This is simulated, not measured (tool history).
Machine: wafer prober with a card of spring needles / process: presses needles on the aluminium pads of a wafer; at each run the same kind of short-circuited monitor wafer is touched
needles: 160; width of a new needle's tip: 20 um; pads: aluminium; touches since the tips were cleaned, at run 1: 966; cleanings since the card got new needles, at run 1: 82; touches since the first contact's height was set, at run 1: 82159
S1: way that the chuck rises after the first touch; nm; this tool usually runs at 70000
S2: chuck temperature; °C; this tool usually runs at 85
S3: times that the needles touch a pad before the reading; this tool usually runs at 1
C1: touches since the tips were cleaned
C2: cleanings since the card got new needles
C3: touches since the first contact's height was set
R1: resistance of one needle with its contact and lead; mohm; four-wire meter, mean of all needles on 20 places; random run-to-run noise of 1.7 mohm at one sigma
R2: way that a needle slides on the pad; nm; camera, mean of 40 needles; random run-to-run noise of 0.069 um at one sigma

run   hour     S1   S2  S3    C1   C2      C3   R1     R2
  1    0.0  70000   85   1   966   82   82159  206  15450
       3.4  -- tips cleaned on abrasive film
       8.0  -- tips cleaned on abrasive film
      12.5  -- tips cleaned on abrasive film
      17.2  -- tips cleaned on abrasive film
  2   17.2  70000   85   1     0   86   95169  181  15350
      22.8  -- tips cleaned on abrasive film
      27.4  -- tips cleaned on abrasive film
      31.9  -- tips cleaned on abrasive film
      34.4  -- height of the first contact set anew
      36.8  -- tips cleaned on abrasive film
      42.4  -- tips cleaned on abrasive film
      47.0  -- tips cleaned on abrasive film
  3   47.8  70000   85   1   634   92   10136  188  15930
      52.3  -- tips cleaned on abrasive film
      58.0  -- tips cleaned on abrasive film
      62.5  -- tips cleaned on abrasive film
      67.1  -- tips cleaned on abrasive film
      72.8  -- tips cleaned on abrasive film
  4   75.2  70000   85   1  1926   97   31064  221  15810
      77.6  -- tips cleaned on abrasive film
      82.1  -- tips cleaned on abrasive film
      86.7  -- tips cleaned on abrasive film
      91.2  -- tips cleaned on abrasive film
      95.8  -- tips cleaned on abrasive film
     100.3  -- tips cleaned on abrasive film
     104.8  -- tips cleaned on abrasive film
  5  104.9  70000   85   1    59  104   53582  183  15560
     109.5  -- tips cleaned on abrasive film
     114.0  -- tips cleaned on abrasive film
     118.6  -- tips cleaned on abrasive film
     123.1  -- tips cleaned on abrasive film
  6  124.8  70000   85   1  1271  108   68684  212  15500
     128.2  -- tips cleaned on abrasive film
     132.8  -- tips cleaned on abrasive film
     137.3  -- tips cleaned on abrasive film
     143.0  -- tips cleaned on abrasive film
     148.6  -- tips cleaned on abrasive film
  7  150.2  70000   85   1  1227  113   88050  218  15500
     153.6  -- tips cleaned on abrasive film
     158.2  -- tips cleaned on abrasive film
     162.7  -- tips cleaned on abrasive film
     167.3  -- tips cleaned on abrasive film
     171.8  -- tips cleaned on abrasive film
  8  175.5  70000   83   1  2809  118  107269  252  15130
     176.7  -- tips cleaned on abrasive film
     177.0  -- height of the first contact set anew
     181.5  -- tips cleaned on abrasive film
     186.1  -- tips cleaned on abrasive film
     191.7  -- tips cleaned on abrasive film
  9  191.7  70000   83   1     0  122   11218  184  15870
     197.4  -- tips cleaned on abrasive film
     201.9  -- tips cleaned on abrasive film
     206.5  -- tips cleaned on abrasive film
     211.0  -- tips cleaned on abrasive film
     215.6  -- tips cleaned on abrasive film
     220.4  -- tips cleaned on abrasive film
 10  220.4  70000   85   1     0  128   33049  186  15820
     225.0  -- tips cleaned on abrasive film
     230.6  -- tips cleaned on abrasive film
     235.2  -- tips cleaned on abrasive film
     239.7  -- tips cleaned on abrasive film
     244.3  -- tips cleaned on abrasive film
     249.9  -- tips cleaned on abrasive film
     254.5  -- tips cleaned on abrasive film
 11  258.3  70000   85   1  2973  135   61935  251  15720
     259.5  -- tips cleaned on abrasive film
     264.1  -- tips cleaned on abrasive film
     268.6  -- tips cleaned on abrasive film
     273.2  -- tips cleaned on abrasive film
     277.7  -- tips cleaned on abrasive film
     283.4  -- tips cleaned on abrasive film
 12  284.9  70000   62   3  1191  141   82128  190  15390
     288.4  -- tips cleaned on abrasive film
     292.9  -- tips cleaned on abrasive film
     297.4  -- tips cleaned on abrasive film
     302.0  -- tips cleaned on abrasive film
     306.5  -- tips cleaned on abrasive film
     311.1  -- tips cleaned on abrasive film
     315.6  -- tips cleaned on abrasive film
 13  315.8  66000   85   2   150  148  105601  192  14280
     319.5  -- height of the first contact set anew
     320.7  -- tips cleaned on abrasive film
     325.2  -- tips cleaned on abrasive film
     329.8  -- tips cleaned on abrasive film
     334.3  -- tips cleaned on abrasive film
     338.9  -- tips cleaned on abrasive film
     343.4  -- tips cleaned on abrasive film
 14  346.8  81000  118   2  2585  154   20724  202  18320
     349.1  -- tips cleaned on abrasive film
     353.6  -- tips cleaned on abrasive film
     358.2  -- tips cleaned on abrasive film
     362.7  -- tips cleaned on abrasive film
     367.3  -- tips cleaned on abrasive film
     372.9  -- tips cleaned on abrasive film
     377.5  -- tips cleaned on abrasive film
     382.0  -- tips cleaned on abrasive film
 15  385.3  81000  118   2  2505  162   50005  211  18020
     387.6  -- tips cleaned on abrasive film
     393.2  -- tips cleaned on abrasive film
     397.8  -- tips cleaned on abrasive film
     402.3  -- tips cleaned on abrasive film
     406.9  -- tips cleaned on abrasive film
     418.9  -- card fitted with new needles
     423.4  -- tips cleaned on abrasive film
     428.0  -- tips cleaned on abrasive film
     432.5  -- tips cleaned on abrasive film
 16  433.7  81000  118   2   892    3   11257  182  18380
     437.1  -- tips cleaned on abrasive film
     442.8  -- tips cleaned on abrasive film
     447.3  -- tips cleaned on abrasive film
     451.9  -- tips cleaned on abrasive film
 17  455.6  72000   55   2  2879    7   27947  189  16260
     456.8  -- tips cleaned on abrasive film
     461.3  -- tips cleaned on abrasive film
     465.9  -- tips cleaned on abrasive film
     470.4  -- tips cleaned on abrasive film
 18  471.2  84000   65   2   627   11   39802  169  18870
     475.8  -- tips cleaned on abrasive film
     480.3  -- tips cleaned on abrasive film
     486.0  -- tips cleaned on abrasive film
     490.5  -- tips cleaned on abrasive film
 19  491.2  65000   66   2   491   15   54977  182  14510
     495.7  -- tips cleaned on abrasive film
     500.3  -- tips cleaned on abrasive film
     504.8  -- tips cleaned on abrasive film
 20  508.4  71000   67   1  2782   18   68123  212  15670
     509.6  -- tips cleaned on abrasive film
     514.2  -- tips cleaned on abrasive film
     519.8  -- tips cleaned on abrasive film
     524.4  -- tips cleaned on abrasive film
     530.0  -- tips cleaned on abrasive film
     535.7  -- tips cleaned on abrasive film
 21  537.6  76000  114   1  1473   24   90326  206  16810

Here are 4 independent what-if runs from the current tool condition. What would each one return?
     541.0  -- tips cleaned on abrasive film
     545.6  -- tips cleaned on abrasive film
     550.1  -- tips cleaned on abrasive film
     554.7  -- tips cleaned on abrasive film
     559.2  -- tips cleaned on abrasive film
     561.7  -- height of the first contact set anew
     564.1  -- tips cleaned on abrasive film
     568.6  -- tips cleaned on abrasive film
  A  572.5  72000   85   2  3015  31  8198   ?   ?
     541.0  -- tips cleaned on abrasive film
     545.6  -- tips cleaned on abrasive film
     550.1  -- tips cleaned on abrasive film
     554.7  -- tips cleaned on abrasive film
     559.2  -- tips cleaned on abrasive film
     561.7  -- height of the first contact set anew
     564.1  -- tips cleaned on abrasive film
     568.6  -- tips cleaned on abrasive film
  B  572.5  76000  114   2  3015  31  8198   ?   ?
     541.0  -- tips cleaned on abrasive film
     545.6  -- tips cleaned on abrasive film
     550.1  -- tips cleaned on abrasive film
     554.7  -- tips cleaned on abrasive film
     559.2  -- tips cleaned on abrasive film
     561.7  -- height of the first contact set anew
     564.1  -- tips cleaned on abrasive film
     568.6  -- tips cleaned on abrasive film
  C  572.5  76000  114   1  3015  31  8198   ?   ?
     541.0  -- tips cleaned on abrasive film
     545.6  -- tips cleaned on abrasive film
     550.1  -- tips cleaned on abrasive film
     554.7  -- tips cleaned on abrasive film
     559.2  -- tips cleaned on abrasive film
     561.7  -- height of the first contact set anew
     564.1  -- tips cleaned on abrasive film
     568.6  -- tips cleaned on abrasive film
  D  572.5  55000   45   1  3015  31  8198   ?   ?

run   R1     R2
  A  201  16400
  B  199  17280
  C  212  17330
  D  251  12560
Without the tool's unlogged condition, the same runs would have read:
run   R1     R2
  A  173  16450
  B  175  17320
  C  173  17370
  D  171  12610

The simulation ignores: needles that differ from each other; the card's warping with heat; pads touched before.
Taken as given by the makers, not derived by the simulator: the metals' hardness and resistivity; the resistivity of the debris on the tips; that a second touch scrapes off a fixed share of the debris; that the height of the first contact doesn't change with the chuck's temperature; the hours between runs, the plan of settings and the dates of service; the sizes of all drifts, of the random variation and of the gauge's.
